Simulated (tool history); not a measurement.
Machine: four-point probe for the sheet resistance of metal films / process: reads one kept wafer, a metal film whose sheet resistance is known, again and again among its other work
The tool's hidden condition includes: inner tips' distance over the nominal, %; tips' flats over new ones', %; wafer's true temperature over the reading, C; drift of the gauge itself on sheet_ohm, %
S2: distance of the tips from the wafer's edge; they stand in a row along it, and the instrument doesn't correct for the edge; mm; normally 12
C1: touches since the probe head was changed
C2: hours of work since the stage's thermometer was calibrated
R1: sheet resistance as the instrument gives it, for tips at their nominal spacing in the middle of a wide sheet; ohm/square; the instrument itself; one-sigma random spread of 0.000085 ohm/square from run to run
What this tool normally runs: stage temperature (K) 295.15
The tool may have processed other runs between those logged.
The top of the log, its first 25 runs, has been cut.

run 26 day=9.996 | stage_temperature_(K)=296.15 S2=46 | C1=21126 C2=1693 | R1=0.422558
run 27 day=10.275 | stage_temperature_(K)=300.15 S2=16 | C1=21353 C2=1698 | R1=0.423560
run 28 day=10.629 | stage_temperature_(K)=300.15 S2=16 | C1=21644 C2=1704 | R1=0.423572
run 29 day=11.183 | stage_temperature_(K)=297.15 S2=5 | C1=22100 C2=1714 | R1=0.431491
run 30 day=11.500 | stage_temperature_(K)=297.15 S2=9 | C1=22359 C2=1720 | R1=0.425367
run 31 day=11.996 | stage_temperature_(K)=297.15 S2=9 | C1=22766 C2=1729 | R1=0.425302
run 32 day=12.292 | stage_temperature_(K)=297.15 S2=9 | C1=23007 C2=1734 | R1=0.425433
run 33 day=12.754 | stage_temperature_(K)=297.15 S2=9 | C1=23388 C2=1742 | R1=0.425350
run 34 day=13.017 | stage_temperature_(K)=297.15 S2=9 | C1=23602 C2=1747 | R1=0.425388
run 35 day=13.646 | stage_temperature_(K)=300.15 S2=32 | C1=24118 C2=1758 | R1=0.422996
run 36 day=14.058 | stage_temperature_(K)=295.15 S2=12 | C1=24455 C2=1765 | R1=0.424029
run 37 day=14.621 | stage_temperature_(K)=303.15 S2=36 | C1=24919 C2=1775 | R1=0.423071
run 38 day=15.012 | stage_temperature_(K)=291.15 S2=4 | C1=25241 C2=1782 | R1=0.436004
run 39 day=15.467 | stage_temperature_(K)=294.15 S2=37 | C1=25613 C2=1791 | R1=0.422506
run 40 day=16.008 | stage_temperature_(K)=294.15 S2=37 | C1=26055 C2=1800 | R1=0.422630
run 41 day=16.404 | stage_temperature_(K)=294.15 S2=37 | C1=26381 C2=1807 | R1=0.422603
run 42 day=16.975 | stage_temperature_(K)=304.15 S2=4 | C1=26849 C2=1817 | R1=0.436636
run 43 day=17.575 | stage_temperature_(K)=305.15 S2=18 | C1=27339 C2=1828 | R1=0.423671
run 44 day=18.142 | stage_temperature_(K)=305.15 S2=18 | C1=27805 C2=1838 | R1=0.423674

Predict each of these 4 candidate next runs independently; none follows another, all start after run 44:
run A day=18.704 | stage_temperature_(K)=297.15 S2=7 | C1=28265 C2=1848 | R1=?
run B day=18.704 | stage_temperature_(K)=295.15 S2=5 | C1=28265 C2=1848 | R1=?
run C day=18.704 | stage_temperature_(K)=296.15 S2=12 | C1=28265 C2=1848 | R1=?
run D day=18.704 | stage_temperature_(K)=295.15 S2=12 | C1=28265 C2=1848 | R1=?

run=A R1=0.427123
run=B R1=0.431436
run=C R1=0.424051
run=D R1=0.423920
Take away the tool's hidden state, keep each run's random variation, and the runs would have read:
run=A R1=0.427128
run=B R1=0.431441
run=C R1=0.424056
run=D R1=0.423925

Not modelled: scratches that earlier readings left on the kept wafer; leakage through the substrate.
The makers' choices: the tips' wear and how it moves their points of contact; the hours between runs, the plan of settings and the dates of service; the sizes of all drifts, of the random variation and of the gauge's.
